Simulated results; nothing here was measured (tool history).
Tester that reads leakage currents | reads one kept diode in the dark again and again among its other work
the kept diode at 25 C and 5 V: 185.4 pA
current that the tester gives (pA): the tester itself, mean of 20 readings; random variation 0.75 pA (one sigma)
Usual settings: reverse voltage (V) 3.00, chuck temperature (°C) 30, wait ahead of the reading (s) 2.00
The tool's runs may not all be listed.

run	hour	reverse voltage (V)	chuck temperature (°C)	wait ahead of the reading (s)	current that the tester gives (pA)
1	0.0	3.00	30	2.00	274.56
2	65.4	7.29	30	2.00	380.58
3	152.3	16.83	30	2.00	524.01
4	255.1	3.00	38	2.00	575.35
5	361.6	3.00	38	2.00	576.80
6	436.7	10.96	38	2.00	938.17
7	491.7	10.96	34	0.51	663.12
8	565.9	2.14	47	7.24	1110.50
9	621.1	3.00	33	0.31	380.08
10	687.4	13.91	58	0.73	5375.58

3 ways to go on from here, each from the tool as it stands after run 10. What would each give?
A	770.5	13.91	58	0.39	?
B	770.5	13.91	58	0.60	?
C	770.5	13.91	34	0.73	?

run	current that the tester gives (pA)
A	5367.73
B	5402.21
C	739.56
Without the tool's hidden state the same runs would have given:
run	current that the tester gives (pA)
A	4719.95
B	4749.88
C	628.04

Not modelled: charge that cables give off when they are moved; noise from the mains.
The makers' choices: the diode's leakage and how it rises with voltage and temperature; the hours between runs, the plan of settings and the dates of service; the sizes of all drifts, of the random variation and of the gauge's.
